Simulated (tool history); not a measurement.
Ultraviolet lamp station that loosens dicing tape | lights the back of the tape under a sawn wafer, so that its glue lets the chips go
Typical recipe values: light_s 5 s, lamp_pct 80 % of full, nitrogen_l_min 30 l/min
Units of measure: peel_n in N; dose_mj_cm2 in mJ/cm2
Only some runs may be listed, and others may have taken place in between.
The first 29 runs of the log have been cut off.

run 30 hour=403.0 | light_s=6 lamp_pct=71 nitrogen_l_min=30 | peel_n=0.668 dose_mj_cm2=492
run 31 hour=417.3 | light_s=5 lamp_pct=80 nitrogen_l_min=40 | peel_n=0.610 dose_mj_cm2=462
run 32 hour=425.9 | light_s=5 lamp_pct=71 nitrogen_l_min=40 | peel_n=0.772 dose_mj_cm2=410
run 33 hour=439.6 | light_s=7 lamp_pct=79 nitrogen_l_min=41 | peel_n=0.259 dose_mj_cm2=638
run 34 hour=449.9 | light_s=7 lamp_pct=79 nitrogen_l_min=41 | peel_n=0.270 dose_mj_cm2=629
run 35 hour=470.1 | light_s=9 lamp_pct=76 nitrogen_l_min=29 | peel_n=0.230 dose_mj_cm2=773
run 36 hour=482.8 | light_s=9 lamp_pct=62 nitrogen_l_min=35 | peel_n=0.311 dose_mj_cm2=629
run 37 hour=493.1 | light_s=9 lamp_pct=62 nitrogen_l_min=35 | peel_n=0.328 dose_mj_cm2=624
run 38 hour=505.3 | light_s=9 lamp_pct=62 nitrogen_l_min=35 | peel_n=0.326 dose_mj_cm2=627
run 39 hour=521.5 | light_s=3 lamp_pct=67 nitrogen_l_min=30 | peel_n=2.285 dose_mj_cm2=223
run 40 hour=536.7 | light_s=3 lamp_pct=67 nitrogen_l_min=30 | peel_n=2.388 dose_mj_cm2=222
run 41 hour=550.3 | light_s=3 lamp_pct=67 nitrogen_l_min=30 | peel_n=2.416 dose_mj_cm2=218
run 42 hour=560.4 | light_s=3 lamp_pct=67 nitrogen_l_min=30 | peel_n=2.326 dose_mj_cm2=221
run 43 hour=579.7 | light_s=2 lamp_pct=80 nitrogen_l_min=30 | peel_n=3.026 dose_mj_cm2=176

Alternative continuations, all from the tool just after run 43; predict every row:
run A hour=592.6 | light_s=2 lamp_pct=99 nitrogen_l_min=14 | peel_n=? dose_mj_cm2=?
run B hour=592.6 | light_s=5 lamp_pct=71 nitrogen_l_min=30 | peel_n=? dose_mj_cm2=?
run C hour=592.6 | light_s=2 lamp_pct=80 nitrogen_l_min=31 | peel_n=? dose_mj_cm2=?
run D hour=592.6 | light_s=4 lamp_pct=81 nitrogen_l_min=40 | peel_n=? dose_mj_cm2=?

run=A peel_n=3.286 dose_mj_cm2=214
run=B peel_n=1.039 dose_mj_cm2=386
run=C peel_n=2.932 dose_mj_cm2=177
run=D peel_n=0.995 dose_mj_cm2=353
Without the tool's unlogged condition, the same runs would have read:
run=A peel_n=2.869 dose_mj_cm2=252
run=B peel_n=0.754 dose_mj_cm2=454
run=C peel_n=2.512 dose_mj_cm2=208
run=D peel_n=0.720 dose_mj_cm2=415
